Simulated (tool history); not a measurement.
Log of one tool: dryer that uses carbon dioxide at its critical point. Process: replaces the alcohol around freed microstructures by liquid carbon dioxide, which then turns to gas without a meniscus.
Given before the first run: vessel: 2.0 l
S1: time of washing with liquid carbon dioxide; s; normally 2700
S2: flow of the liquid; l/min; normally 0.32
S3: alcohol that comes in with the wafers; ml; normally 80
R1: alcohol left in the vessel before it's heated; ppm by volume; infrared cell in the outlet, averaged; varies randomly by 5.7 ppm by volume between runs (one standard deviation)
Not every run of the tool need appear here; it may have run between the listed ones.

run	hour	S1	S2	S3	R1
1	0	2700	0.32	80	308
2	9.6	2700	0.32	80	317
3	19	3060	0.32	80	212
4	27.8	3060	0.433	80	108
5	42.8	2700	0.32	80	319
6	58	2700	0.31	80	383
7	71.2	2700	0.54	80	106
8	79.1	2700	0.54	80	108
9	95.5	2700	0.54	80	116
10	109	2700	0.54	80	113
11	118.2	2700	0.54	80	125
12	126.9	2700	0.54	80	119
13	136.4	2700	0.32	90	389
14	144.9	2700	0.32	90	391
15	152.8	2700	0.32	90	391
16	162.6	2700	0.32	90	386
17	175.6	2700	0.516	80	145
18	189.3	3960	0.516	48	132
19	196.3	3120	0.516	35	132
20	207.7	3120	0.516	35	139
21	220.7	3540	0.229	20	231
22	231.1	2160	0.268	20	476
23	244.6	4020	0.32	34	153
24	254.3	2940	0.303	42	274
25	262.3	2400	0.203	23	824
26	277.9	2400	0.203	23	842
27	293	2400	0.203	23	806
28	306.5	2580	0.429	107	247
# hour 309.8: inlet filter changed
29	318.1	2580	0.265	100	884

Predict each of these 4 candidate next runs independently; none follows another, all start after run 29:
A	329.5	2580	0.265	59	?
B	329.5	1680	0.508	80	?
C	329.5	1860	0.358	79	?
D	329.5	3720	0.292	34	?

run	R1
A	591
B	360
C	782
D	199
With the hidden condition removed and each run's random variation left untouched, the same runs would have given:
run	R1
A	418
B	191
C	606
D	35

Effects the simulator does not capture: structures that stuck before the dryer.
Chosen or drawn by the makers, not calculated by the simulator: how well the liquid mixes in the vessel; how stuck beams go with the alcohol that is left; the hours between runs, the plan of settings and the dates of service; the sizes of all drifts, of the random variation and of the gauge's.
